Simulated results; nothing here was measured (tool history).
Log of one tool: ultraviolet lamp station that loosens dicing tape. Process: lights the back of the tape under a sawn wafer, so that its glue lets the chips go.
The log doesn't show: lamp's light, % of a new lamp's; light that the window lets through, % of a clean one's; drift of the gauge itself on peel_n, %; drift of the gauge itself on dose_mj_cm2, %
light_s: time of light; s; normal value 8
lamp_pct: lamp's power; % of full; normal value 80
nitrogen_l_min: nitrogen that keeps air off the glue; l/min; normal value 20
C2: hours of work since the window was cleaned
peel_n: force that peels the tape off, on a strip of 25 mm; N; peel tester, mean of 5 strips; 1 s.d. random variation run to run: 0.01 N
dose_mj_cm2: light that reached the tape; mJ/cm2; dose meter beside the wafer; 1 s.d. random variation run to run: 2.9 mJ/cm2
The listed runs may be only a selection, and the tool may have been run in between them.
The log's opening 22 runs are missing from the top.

run 23 day=23.975 | light_s=12 lamp_pct=99 nitrogen_l_min=8 | hours_of_work_of_the_lamp=1213 C2=58 | peel_n=1.054 dose_mj_cm2=350
run 24 day=24.746 | light_s=12 lamp_pct=99 nitrogen_l_min=8 | hours_of_work_of_the_lamp=1224 C2=69 | peel_n=1.068 dose_mj_cm2=344
-- day=25.512 window cleaned of glue's vapour, once more
run 25 day=25.675 | light_s=12 lamp_pct=99 nitrogen_l_min=8 | hours_of_work_of_the_lamp=1237 C2=2 | peel_n=0.569 dose_mj_cm2=490
run 26 day=26.983 | light_s=12 lamp_pct=99 nitrogen_l_min=8 | hours_of_work_of_the_lamp=1256 C2=21 | peel_n=0.591 dose_mj_cm2=486
run 27 day=28.442 | light_s=8 lamp_pct=90 nitrogen_l_min=12 | hours_of_work_of_the_lamp=1278 C2=43 | peel_n=1.167 dose_mj_cm2=288
run 28 day=29.812 | light_s=8 lamp_pct=90 nitrogen_l_min=12 | hours_of_work_of_the_lamp=1298 C2=63 | peel_n=1.179 dose_mj_cm2=281
run 29 day=31.238 | light_s=8 lamp_pct=90 nitrogen_l_min=12 | hours_of_work_of_the_lamp=1318 C2=83 | peel_n=1.222 dose_mj_cm2=278
run 30 day=32.504 | light_s=8 lamp_pct=90 nitrogen_l_min=12 | hours_of_work_of_the_lamp=1337 C2=102 | peel_n=1.269 dose_mj_cm2=281
run 31 day=33.917 | light_s=8 lamp_pct=63 nitrogen_l_min=16 | hours_of_work_of_the_lamp=1357 C2=122 | peel_n=1.843 dose_mj_cm2=187
run 32 day=35.079 | light_s=10 lamp_pct=92 nitrogen_l_min=10 | hours_of_work_of_the_lamp=1374 C2=139 | peel_n=0.990 dose_mj_cm2=335
run 33 day=36.538 | light_s=10 lamp_pct=77 nitrogen_l_min=22 | hours_of_work_of_the_lamp=1395 C2=160 | peel_n=0.923 dose_mj_cm2=279
run 34 day=38.033 | light_s=13 lamp_pct=80 nitrogen_l_min=39 | hours_of_work_of_the_lamp=1417 C2=182 | peel_n=0.397 dose_mj_cm2=364
run 35 day=39.250 | light_s=5 lamp_pct=80 nitrogen_l_min=10 | hours_of_work_of_the_lamp=1435 C2=200 | peel_n=2.858 dose_mj_cm2=138
run 36 day=40.742 | light_s=11 lamp_pct=70 nitrogen_l_min=20 | hours_of_work_of_the_lamp=1457 C2=222 | peel_n=1.041 dose_mj_cm2=261
run 37 day=41.667 | light_s=15 lamp_pct=73 nitrogen_l_min=17 | hours_of_work_of_the_lamp=1470 C2=235 | peel_n=0.615 dose_mj_cm2=368
run 38 day=42.892 | light_s=15 lamp_pct=73 nitrogen_l_min=17 | hours_of_work_of_the_lamp=1488 C2=253 | peel_n=0.634 dose_mj_cm2=358
run 39 day=44.367 | light_s=15 lamp_pct=73 nitrogen_l_min=17 | hours_of_work_of_the_lamp=1509 C2=274 | peel_n=0.649 dose_mj_cm2=355
run 40 day=45.804 | light_s=15 lamp_pct=73 nitrogen_l_min=17 | hours_of_work_of_the_lamp=1530 C2=295 | peel_n=0.698 dose_mj_cm2=353
-- day=46.788 lamp changed
run 41 day=46.788 | light_s=6 lamp_pct=87 nitrogen_l_min=12 | hours_of_work_of_the_lamp=0 C2=309 | peel_n=1.164 dose_mj_cm2=293
run 42 day=47.567 | light_s=6 lamp_pct=87 nitrogen_l_min=12 | hours_of_work_of_the_lamp=11 C2=320 | peel_n=1.170 dose_mj_cm2=289
run 43 day=48.329 | light_s=6 lamp_pct=87 nitrogen_l_min=12 | hours_of_work_of_the_lamp=22 C2=331 | peel_n=1.220 dose_mj_cm2=286

Below are 3 alternative next runs, each starting from the tool's condition after run 43. Predict each:
run A day=49.662 | light_s=4 lamp_pct=83 nitrogen_l_min=23 | hours_of_work_of_the_lamp=42 C2=351 | peel_n=? dose_mj_cm2=?
run B day=49.662 | light_s=13 lamp_pct=62 nitrogen_l_min=19 | hours_of_work_of_the_lamp=42 C2=351 | peel_n=? dose_mj_cm2=?
run C day=49.662 | light_s=6 lamp_pct=79 nitrogen_l_min=12 | hours_of_work_of_the_lamp=42 C2=351 | peel_n=? dose_mj_cm2=?

run=A peel_n=1.599 dose_mj_cm2=181
run=B peel_n=0.400 dose_mj_cm2=440
run=C peel_n=1.398 dose_mj_cm2=257
Had the tool no hidden state, the same runs would have come out as:
run=A peel_n=1.274 dose_mj_cm2=215
run=B peel_n=0.282 dose_mj_cm2=522
run=C peel_n=1.077 dose_mj_cm2=305

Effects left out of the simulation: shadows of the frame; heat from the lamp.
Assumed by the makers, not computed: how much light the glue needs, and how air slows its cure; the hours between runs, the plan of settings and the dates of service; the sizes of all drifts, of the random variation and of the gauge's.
